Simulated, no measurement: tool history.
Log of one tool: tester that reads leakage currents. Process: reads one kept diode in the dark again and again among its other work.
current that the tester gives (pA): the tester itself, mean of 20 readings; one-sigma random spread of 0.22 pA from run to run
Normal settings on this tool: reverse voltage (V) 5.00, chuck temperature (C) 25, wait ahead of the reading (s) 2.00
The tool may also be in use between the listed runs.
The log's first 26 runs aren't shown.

run,day,reverse voltage (V),chuck temperature (C),wait ahead of the reading (s),current that the tester gives (pA)
27,69.196,13.84,32,1.63,208.57
28,72.158,8.69,44,1.92,366.51
29,75.125,1.30,47,1.92,156.89
30,77.675,6.30,25,5.89,79.76
31,79.962,5.00,20,2.80,47.86
32,83.050,5.00,20,2.80,48.06
33,85.142,6.00,20,3.17,53.05
34,88.354,6.44,30,0.57,119.15

Consider 3 possible next runs. They are alternatives, not a sequence: every one starts from the tool as it was left by run 34. What does each give?
A,90.871,4.36,47,2.00,?
B,90.871,2.01,30,0.33,?
C,90.871,5.00,25,2.23,?

run,current that the tester gives (pA)
A,305.69
B,62.93
C,70.57
Without the tool's hidden state the same runs would have given:
run,current that the tester gives (pA)
A,305.47
B,62.87
C,70.49
